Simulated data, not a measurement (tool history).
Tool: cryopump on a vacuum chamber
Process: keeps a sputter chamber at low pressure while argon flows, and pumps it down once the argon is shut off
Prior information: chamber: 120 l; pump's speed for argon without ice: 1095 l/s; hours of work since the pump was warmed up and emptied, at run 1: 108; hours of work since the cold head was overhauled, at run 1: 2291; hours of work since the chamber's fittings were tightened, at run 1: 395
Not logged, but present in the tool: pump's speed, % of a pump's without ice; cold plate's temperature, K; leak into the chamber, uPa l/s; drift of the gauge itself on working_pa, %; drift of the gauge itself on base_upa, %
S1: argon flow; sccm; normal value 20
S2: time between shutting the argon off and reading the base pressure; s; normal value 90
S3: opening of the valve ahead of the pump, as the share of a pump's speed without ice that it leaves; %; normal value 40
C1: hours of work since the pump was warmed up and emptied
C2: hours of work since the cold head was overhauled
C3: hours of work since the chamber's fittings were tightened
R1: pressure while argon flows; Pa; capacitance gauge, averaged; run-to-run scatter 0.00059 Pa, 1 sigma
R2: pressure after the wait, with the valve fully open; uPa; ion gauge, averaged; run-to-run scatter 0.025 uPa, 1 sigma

{"run": 1, "hour": 0.0, "S1": 20, "S2": 90, "S3": 40, "C1": 108, "C2": 2291, "C3": 395, "R1": 0.0785, "R2": 1.42}
{"run": 2, "hour": 46.1, "S1": 20, "S2": 90, "S3": 40, "C1": 134, "C2": 2317, "C3": 421, "R1": 0.0786, "R2": 1.44}
{"run": 3, "hour": 104.4, "S1": 20, "S2": 90, "S3": 40, "C1": 166, "C2": 2349, "C3": 453, "R1": 0.0789, "R2": 1.39}
{"run": 4, "hour": 148.7, "S1": 20, "S2": 90, "S3": 40, "C1": 190, "C2": 2373, "C3": 477, "R1": 0.0793, "R2": 1.5}
{"run": 5, "hour": 242.1, "S1": 20, "S2": 90, "S3": 40, "C1": 241, "C2": 2424, "C3": 528, "R1": 0.0796, "R2": 1.59}
{"run": 6, "hour": 325.1, "S1": 20, "S2": 90, "S3": 40, "C1": 287, "C2": 2470, "C3": 574, "R1": 0.0796, "R2": 1.59}
{"run": 7, "hour": 389.5, "S1": 20, "S2": 90, "S3": 48, "C1": 322, "C2": 2505, "C3": 609, "R1": 0.0665, "R2": 1.59}
{"run": 8, "hour": 461.1, "S1": 20, "S2": 90, "S3": 48, "C1": 362, "C2": 2545, "C3": 649, "R1": 0.0674, "R2": 1.7}
{"run": 9, "hour": 503.6, "S1": 20, "S2": 59, "S3": 40, "C1": 385, "C2": 2568, "C3": 672, "R1": 0.0795, "R2": 2}
{"run": 10, "hour": 576.7, "S1": 20, "S2": 59, "S3": 40, "C1": 425, "C2": 2608, "C3": 712, "R1": 0.08, "R2": 2.1}
{"run": 11, "hour": 647.7, "S1": 23, "S2": 20, "S3": 38, "C1": 464, "C2": 2647, "C3": 751, "R1": 0.097, "R2": 4.22}
{"run": 12, "hour": 701.5, "S1": 20, "S2": 190, "S3": 33, "C1": 493, "C2": 2677, "C3": 780, "R1": 0.0964, "R2": 1.46}
{"run": 13, "hour": 774.4, "S1": 8, "S2": 90, "S3": 23, "C1": 534, "C2": 2717, "C3": 820, "R1": 0.0556, "R2": 1.85}
{"run": 14, "hour": 856.0, "S1": 9, "S2": 128, "S3": 23, "C1": 578, "C2": 2761, "C3": 865, "R1": 0.063, "R2": 1.68}
{"run": 15, "hour": 940.1, "S1": 12, "S2": 128, "S3": 23, "C1": 624, "C2": 2808, "C3": 911, "R1": 0.0834, "R2": 1.71}
{"run": 16, "hour": 1001.5, "S1": 17, "S2": 131, "S3": 40, "C1": 658, "C2": 2841, "C3": 945, "R1": 0.0699, "R2": 1.77}

Forecast run 17:
{"run": 17, "hour": 1062.5, "S1": 36, "S2": 70, "S3": 45, "C1": 692, "C2": 2875, "C3": 979, "R1": "?", "R2": "?"}

Logged for run 17: R1 0.1314 Pa, R2 2.18 uPa.
Without the tool's hidden state the same run would have given R1 0.1232 Pa, R2 1.13 uPa.

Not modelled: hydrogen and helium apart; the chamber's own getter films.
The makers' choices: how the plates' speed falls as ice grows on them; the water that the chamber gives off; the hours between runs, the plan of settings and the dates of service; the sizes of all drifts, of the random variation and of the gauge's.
